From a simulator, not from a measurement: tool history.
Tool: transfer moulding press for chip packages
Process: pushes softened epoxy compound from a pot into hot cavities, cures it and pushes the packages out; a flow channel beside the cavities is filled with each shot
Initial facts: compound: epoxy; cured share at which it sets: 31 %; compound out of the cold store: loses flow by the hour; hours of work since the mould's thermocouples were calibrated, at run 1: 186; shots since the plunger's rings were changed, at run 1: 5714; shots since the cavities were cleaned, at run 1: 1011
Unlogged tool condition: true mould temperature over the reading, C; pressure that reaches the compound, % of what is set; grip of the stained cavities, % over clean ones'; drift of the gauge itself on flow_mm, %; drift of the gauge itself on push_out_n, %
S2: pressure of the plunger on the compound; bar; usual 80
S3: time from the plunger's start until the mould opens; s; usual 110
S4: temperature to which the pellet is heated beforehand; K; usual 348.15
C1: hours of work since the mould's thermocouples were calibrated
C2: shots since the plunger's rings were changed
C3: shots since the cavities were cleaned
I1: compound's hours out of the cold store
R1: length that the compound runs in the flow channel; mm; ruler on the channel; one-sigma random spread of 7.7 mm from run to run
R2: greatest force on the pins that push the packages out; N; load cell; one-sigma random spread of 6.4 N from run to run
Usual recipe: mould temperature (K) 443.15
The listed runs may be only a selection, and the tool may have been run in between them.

Run 1, hour 0: usual settings; C1 186; C2 5714; C3 1011; I1 30.9. Result: R1 808 mm, R2 405 N.
At hour 7.2: cavities cleaned with cleaning compound and waxed.
Run 2, hour 21.3: usual settings but mould temperature (K) 438.15; C1 197; C2 5888; C3 124; I1 45.8. Result: R1 775 mm, R2 344 N.
Run 3, hour 31.9: usual settings but mould temperature (K) 438.15; C1 203; C2 5981; C3 217; I1 9.6. Result: R1 891 mm, R2 396 N.
At hour 49.7: plunger's sealing rings changed.
Run 4, hour 53.4: usual settings but S3 147 s; C1 213; C2 32; C3 384; I1 12.4. Result: R1 931 mm, R2 320 N.
Run 5, hour 71.4: usual settings but S3 147 s, S4 343.15 K; C1 223; C2 190; C3 542; I1 29.8. Result: R1 854 mm, R2 330 N.
Run 6, hour 82.3: usual settings but S3 147 s, S4 343.15 K; C1 229; C2 287; C3 639; I1 30. Result: R1 857 mm, R2 351 N.
Run 7, hour 100.1: usual settings but mould temperature (K) 438.15, S2 89.6 bar, S4 352.15 K; C1 239; C2 444; C3 796; I1 20.7. Result: R1 944 mm, R2 476 N.
Run 8, hour 121: usual settings but mould temperature (K) 446.15, S2 89.4 bar, S3 95 s, S4 358.15 K; C1 251; C2 627; C3 979; I1 47.6. Result: R1 843 mm, R2 426 N.
At hour 132.8: cavities cleaned with cleaning compound and waxed.
Run 9, hour 140.1: usual settings but mould temperature (K) 450.15, S2 99.5 bar; C1 261; C2 782; C3 64; I1 34.5. Result: R1 926 mm, R2 249 N.
Run 10, hour 151.6: usual settings; C1 267; C2 883; C3 165; I1 14.1. Result: R1 910 mm, R2 310 N.
Run 11, hour 167.8: usual settings; C1 277; C2 1025; C3 307; I1 38.3. Result: R1 833 mm, R2 339 N.
Run 12, hour 182.6: usual settings but S3 108 s, S4 356.15 K; C1 285; C2 1156; C3 438; I1 44.8. Result: R1 810 mm, R2 334 N.

A few steps of R1 between consecutive runs. Split each: what settings, incoming material and random variation would produce without the hidden state, and what is left over for the hidden state, along with gauge scatter present in only one of the two compared results (measured, and without hidden state):
Run 2 -> 3: settings left as they were, no log entry in between. R1 +116 mm: hidden state -10, all else +126.
Run 3 -> 4: mould temperature (K) 438.15 -> 443.15, S3 110 -> 147, plunger's sealing rings changed. R1 +40 mm: hidden state +65, all else -25.
